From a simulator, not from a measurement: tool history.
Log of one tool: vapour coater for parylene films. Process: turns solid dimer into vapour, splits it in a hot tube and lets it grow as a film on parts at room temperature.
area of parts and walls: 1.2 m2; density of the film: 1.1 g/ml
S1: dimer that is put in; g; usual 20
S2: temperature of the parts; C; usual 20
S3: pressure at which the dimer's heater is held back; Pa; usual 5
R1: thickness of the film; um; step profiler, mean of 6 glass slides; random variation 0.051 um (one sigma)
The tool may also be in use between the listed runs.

run   hour  S1  S2     S3     R1
  1      0  20  20      5    8.8
  2   15.8  20  20    7.2   8.59
  3   28.2  20  20   4.72   8.88
  4   41.4  20  20   4.72   8.85
  5   50.2  20  20   9.39   8.54
  6   64.8  20  20   7.82   8.52
  7   73.1  20  20   7.82   8.59
  8   86.1  20  20      5    8.8
  9   93.4  20  20      5   8.69
 10  101.7  20  20   2.79   9.02
 11  112.6  17  20      5   7.48
 12  126.1  17  20      5   7.45
 13  135.4  10  29   8.28   2.97
 14  151.5  10  29   8.28      3
 15  164.2  26  23   4.34  10.12
 16  174.5  17  20  11.87   7.06
 17  185.6  10  27   4.68   3.33
 18  202.5  10  27   4.68   3.25
 19  212.4  19  17   7.92   9.08
 20  223.6  10  19   5.26   4.48
 21  232.7   9  13   3.06   5.34
 22  239.7   9  15   3.06    4.9
 23  252.3   8  31   4.47   2.24

Forecast each of these 4 alternatives for the next run:
  A  260.9  10  20      5   ?
  B  260.9  20  13      5   ?
  C  260.9  24  31  10.96   ?
  D  260.9   9  31  11.64   ?

run     R1
  A   4.34
  B  11.48
  C   6.35
  D   2.37
Without the tool's hidden state the same runs would have given:
run     R1
  A   4.41
  B  11.66
  C   6.45
  D   2.41
